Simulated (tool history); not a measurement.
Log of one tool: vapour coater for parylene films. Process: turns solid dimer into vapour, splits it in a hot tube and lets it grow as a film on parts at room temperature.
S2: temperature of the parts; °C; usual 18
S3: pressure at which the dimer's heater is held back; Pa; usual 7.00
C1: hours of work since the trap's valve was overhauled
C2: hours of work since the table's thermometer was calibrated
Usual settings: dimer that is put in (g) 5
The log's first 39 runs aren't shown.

run 40 hour=849.0 | dimer_that_is_put_in_(g)=7 S2=23 S3=2.87 | C1=352 C2=136 | thickness_of_the_film_(µm)=1.48
run 41 hour=863.1 | dimer_that_is_put_in_(g)=5 S2=16 S3=8.76 | C1=362 C2=147 | thickness_of_the_film_(µm)=1.36
run 42 hour=888.6 | dimer_that_is_put_in_(g)=5 S2=16 S3=3.08 | C1=381 C2=165 | thickness_of_the_film_(µm)=1.44
run 43 hour=906.2 | dimer_that_is_put_in_(g)=8 S2=18 S3=5.19 | C1=394 C2=178 | thickness_of_the_film_(µm)=2.06
run 44 hour=919.5 | dimer_that_is_put_in_(g)=3 S2=21 S3=5.19 | C1=403 C2=187 | thickness_of_the_film_(µm)=0.66
run 45 hour=950.1 | dimer_that_is_put_in_(g)=4 S2=22 S3=5.55 | C1=425 C2=209 | thickness_of_the_film_(µm)=0.81
run 46 hour=976.9 | dimer_that_is_put_in_(g)=4 S2=30 S3=10.69 | C1=445 C2=229 | thickness_of_the_film_(µm)=0.58
run 47 hour=996.2 | dimer_that_is_put_in_(g)=3 S2=30 S3=11.98 | C1=459 C2=243 | thickness_of_the_film_(µm)=0.42

Forecast each of these 3 alternatives for the next run:
run A hour=1012.2 | dimer_that_is_put_in_(g)=4 S2=18 S3=7.63 | C1=470 C2=254 | thickness_of_the_film_(µm)=?
run B hour=1012.2 | dimer_that_is_put_in_(g)=5 S2=18 S3=6.19 | C1=470 C2=254 | thickness_of_the_film_(µm)=?
run C hour=1012.2 | dimer_that_is_put_in_(g)=8 S2=22 S3=4.32 | C1=470 C2=254 | thickness_of_the_film_(µm)=?

run=A thickness_of_the_film_(µm)=0.97
run=B thickness_of_the_film_(µm)=1.23
run=C thickness_of_the_film_(µm)=1.72
Without the tool's hidden state the same runs would have given:
run=A thickness_of_the_film_(µm)=1.08
run=B thickness_of_the_film_(µm)=1.37
run=C thickness_of_the_film_(µm)=1.92
